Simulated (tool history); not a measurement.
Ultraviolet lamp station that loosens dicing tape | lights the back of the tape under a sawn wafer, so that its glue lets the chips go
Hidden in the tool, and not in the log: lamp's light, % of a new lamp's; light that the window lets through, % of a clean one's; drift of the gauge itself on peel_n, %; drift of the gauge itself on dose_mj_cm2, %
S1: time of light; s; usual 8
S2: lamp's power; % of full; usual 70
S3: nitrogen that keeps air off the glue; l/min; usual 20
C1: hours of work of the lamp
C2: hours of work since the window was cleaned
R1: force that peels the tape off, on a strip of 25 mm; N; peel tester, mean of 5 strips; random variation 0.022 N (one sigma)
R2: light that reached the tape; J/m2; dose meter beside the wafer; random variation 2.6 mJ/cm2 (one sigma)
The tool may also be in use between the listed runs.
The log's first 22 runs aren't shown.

Run 23, hour 414.7: usual settings but S1 11 s, S2 78 % of full; C1 645; C2 40. Result: R1 0.384 N, R2 5210 J/m2.
Run 24, hour 429.5: usual settings but S1 13 s, S3 9 l/min; C1 654; C2 49. Result: R1 0.493 N, R2 5450 J/m2.
Run 25, hour 444.3: usual settings but S1 13 s, S3 9 l/min; C1 663; C2 58. Result: R1 0.527 N, R2 5460 J/m2.
Run 26, hour 454.5: usual settings but S1 13 s, S3 9 l/min; C1 670; C2 64. Result: R1 0.515 N, R2 5480 J/m2.
Run 27, hour 478.5: usual settings but S1 13 s, S3 9 l/min; C1 684; C2 79. Result: R1 0.514 N, R2 5430 J/m2.
Run 28, hour 492: usual settings but S1 5 s, S2 66 % of full, S3 13 l/min; C1 693; C2 87. Result: R1 3.009 N, R2 2000 J/m2.
Run 29, hour 503: usual settings but S1 5 s, S2 66 % of full, S3 13 l/min; C1 700; C2 94. Result: R1 3.038 N, R2 2030 J/m2.
Run 30, hour 526.8: usual settings but S2 92 % of full; C1 714; C2 109. Result: R1 0.57 N, R2 4400 J/m2.
Run 31, hour 547.8: usual settings but S1 12 s, S2 77 % of full, S3 16 l/min; C1 727; C2 122. Result: R1 0.353 N, R2 5540 J/m2.
Run 32, hour 560.2: usual settings but S1 5 s, S2 81 % of full; C1 735; C2 129. Result: R1 1.993 N, R2 2410 J/m2.
Run 33, hour 578.9: usual settings but S1 13 s, S2 64 % of full; C1 746; C2 141. Result: R1 0.435 N, R2 4970 J/m2.
Run 34, hour 600.2: usual settings but S1 13 s, S2 64 % of full; C1 759; C2 154. Result: R1 0.434 N, R2 5020 J/m2.
Run 35, hour 621.9: usual settings but S3 19 l/min; C1 773; C2 167. Result: R1 1.162 N, R2 3380 J/m2.

Forecast each of these 5 alternatives for the next run:
Run A, hour 636.1: usual settings but S3 27 l/min; C1 781; C2 176. Result: R1 ?, R2 ?.
Run B, hour 636.1: usual settings but S1 11 s, S2 97 % of full; C1 781; C2 176. Result: R1 ?, R2 ?.
Run C, hour 636.1: usual settings but S2 91 % of full, S3 19 l/min; C1 781; C2 176. Result: R1 ?, R2 ?.
Run D, hour 636.1: usual settings but S1 4 s, S2 63 % of full, S3 6 l/min; C1 781; C2 176. Result: R1 ?, R2 ?.
Run E, hour 636.1: usual settings but S2 98 % of full; C1 781; C2 176. Result: R1 ?, R2 ?.

run     R1    R2
  A  0.979  3340
  B  0.239  6390
  C  0.627  4390
  D  4.799  1500
  E  0.519  4680
Without the tool's hidden state the same runs would have given:
run     R1    R2
  A  0.975  3350
  B  0.238  6400
  C  0.624  4400
  D  4.792  1500
  E  0.517  4680
